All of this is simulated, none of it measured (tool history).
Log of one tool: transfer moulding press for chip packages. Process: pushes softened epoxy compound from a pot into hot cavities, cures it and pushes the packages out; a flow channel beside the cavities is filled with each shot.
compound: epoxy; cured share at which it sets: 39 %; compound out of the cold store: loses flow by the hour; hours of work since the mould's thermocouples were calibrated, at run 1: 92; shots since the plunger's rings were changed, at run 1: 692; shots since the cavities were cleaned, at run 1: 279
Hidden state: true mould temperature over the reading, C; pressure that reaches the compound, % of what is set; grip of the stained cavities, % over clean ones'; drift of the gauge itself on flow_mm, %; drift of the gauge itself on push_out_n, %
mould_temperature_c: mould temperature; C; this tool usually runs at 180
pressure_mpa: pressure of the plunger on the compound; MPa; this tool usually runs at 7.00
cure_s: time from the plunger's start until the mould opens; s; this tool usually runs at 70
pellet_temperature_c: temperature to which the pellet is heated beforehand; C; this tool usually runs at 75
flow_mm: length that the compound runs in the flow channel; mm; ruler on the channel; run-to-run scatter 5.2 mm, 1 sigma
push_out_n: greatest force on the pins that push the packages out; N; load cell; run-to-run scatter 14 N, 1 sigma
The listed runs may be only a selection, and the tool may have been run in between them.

run   hour  mould_temperature_c  pressure_mpa  cure_s  pellet_temperature_c  hours of work since the mould's thermocouples were calibrated  shots since the plunger's rings were changed  shots since the cavities were cleaned  incoming compound's hours out of the cold store  flow_mm  push_out_n
  1    0.0                  180          7.00      70                    75                                                             92                                           692                                    279                                             26.2      799         740
  2    6.6                  180          7.00      70                    75                                                             97                                           819                                    406                                             16.0      832         810
       8.7  -- cavities cleaned with cleaning compound and waxed
  3   12.9                  180          7.00      70                    75                                                            101                                           909                                     80                                             18.7      824         666
  4   19.5                  180          7.00      70                    75                                                            106                                          1036                                    207                                             17.5      827         727
  5   25.2                  180          7.00      70                    75                                                            110                                          1145                                    316                                             39.1      745         712
      32.2  -- cavities cleaned with cleaning compound and waxed
  6   38.0                  180          7.00      58                    75                                                            118                                          1360                                    110                                             33.9      761        1095
  7   43.4                  180          7.00      58                    75                                                            122                                          1465                                    215                                             15.3      831        1229
  8   48.6                  180          7.35      70                    75                                                            126                                          1563                                    313                                             36.4      762         741
      56.0  -- cavities cleaned with cleaning compound and waxed
  9   60.0                  180          7.35      70                    75                                                            134                                          1753                                     78                                             10.4      864         695
 10   69.7                  180          7.00      70                    75                                                            141                                          1939                                    264                                             17.1      817         758
      79.8  -- cavities cleaned with cleaning compound and waxed
 11   79.8                  180          7.00      70                    75                                                            147                                          2101                                      0                                             45.1      712         575
 12   91.2                  183          7.00      70                    77                                                            156                                          2319                                    218                                             37.9      724         533
 13  100.9                  180          7.00      69                    85                                                            163                                          2505                                    404                                             10.0      824         788
     102.9  -- cavities cleaned with cleaning compound and waxed
 14  108.4                  175          7.17     102                    76                                                            168                                          2619                                    104                                             43.9      730         415
 15  115.4                  175          7.17     102                    76                                                            173                                          2753                                    238                                             17.4      815         471
 16  122.7                  175          7.17     102                    76                                                            178                                          2892                                    377                                             23.6      799         492
     128.0  -- plunger's sealing rings changed
     129.5  -- cavities cleaned with cleaning compound and waxed
 17  132.5                  177          7.00      70                    75                                                            183                                            58                                     58                                             11.7      871         857
 18  142.2                  177          8.23      97                    75                                                            190                                           244                                    244                                             37.1      847         452
 19  148.4                  176          5.34      52                    75                                                            195                                           361                                    361                                             25.7      713        1878
     153.1  -- cavities cleaned with cleaning compound and waxed
 20  158.2                  175          6.68      53                    66                                                            201                                           519                                     97                                             37.6      757        1722
 21  165.0                  175          7.00      70                    72                                                            206                                           649                                    227                                             26.9      810        1026

Describe how what the log doesn't record of the tool's condition differs between the last listed run preceding each entry between runs and the first listed run following it.
Run 2 -> run 3: cavities cleaned with cleaning compound and waxed (hour 8.7)
  true mould temperature over the reading, C: 0.4 -> 0.41; pressure that reaches the compound, % of what is set: 96.45 -> 96.09; grip of the stained cavities, % over clean ones': 24 -> 6
  what was measured, less what the result would be without the hidden state, flow_mm: -16 -> -18 mm; push_out_n: +138 -> +19 N
Run 5 -> run 6: cavities cleaned with cleaning compound and waxed (hour 32.2)
  true mould temperature over the reading, C: 0.43 -> 0.45; pressure that reaches the compound, % of what is set: 95.19 -> 94.33; grip of the stained cavities, % over clean ones': 18.3 -> 8.9
  what was measured, less what the result would be without the hidden state, flow_mm: -20 -> -24 mm; push_out_n: +92 -> +61 N
Run 8 -> run 9: cavities cleaned with cleaning compound and waxed (hour 56.0)
  true mould temperature over the reading, C: 0.47 -> 0.49; pressure that reaches the compound, % of what is set: 93.57 -> 92.87; grip of the stained cavities, % over clean ones': 19.2 -> 5.3
  what was measured, less what the result would be without the hidden state, flow_mm: -27 -> -34 mm; push_out_n: +98 -> +11 N
Run 10 -> run 11: cavities cleaned with cleaning compound and waxed (hour 79.8)
  true mould temperature over the reading, C: 0.5 -> 0.52; pressure that reaches the compound, % of what is set: 92.13 -> 91.46; grip of the stained cavities, % over clean ones': 15.4 -> 0
  what was measured, less what the result would be without the hidden state, flow_mm: -36 -> -34 mm; push_out_n: +77 -> -20 N
Run 13 -> run 14: cavities cleaned with cleaning compound and waxed (hour 102.9)
  true mould temperature over the reading, C: 0.55 -> 0.56; pressure that reaches the compound, % of what is set: 89.83 -> 89.43; grip of the stained cavities, % over clean ones': 21.7 -> 6.7
  what was measured, less what the result would be without the hidden state, flow_mm: -47 -> -44 mm; push_out_n: +114 -> +20 N
Run 16 -> run 17: plunger's sealing rings changed (hour 128.0); cavities cleaned with cleaning compound and waxed (hour 129.5)
  true mould temperature over the reading, C: 0.59 -> 0.6; pressure that reaches the compound, % of what is set: 88.31 -> 98.98; grip of the stained cavities, % over clean ones': 20.5 -> 5.2
  what was measured, less what the result would be without the hidden state, flow_mm: -53 -> -6 mm; push_out_n: +75 -> +5 N
Run 19 -> run 20: cavities cleaned with cleaning compound and waxed (hour 153.1)
  true mould temperature over the reading, C: 0.62 -> 0.64; pressure that reaches the compound, % of what is set: 97.86 -> 97.22; grip of the stained cavities, % over clean ones': 20.5 -> 9.9
  what was measured, less what the result would be without the hidden state, flow_mm: -9 -> -13 mm; push_out_n: +285 -> +122 N
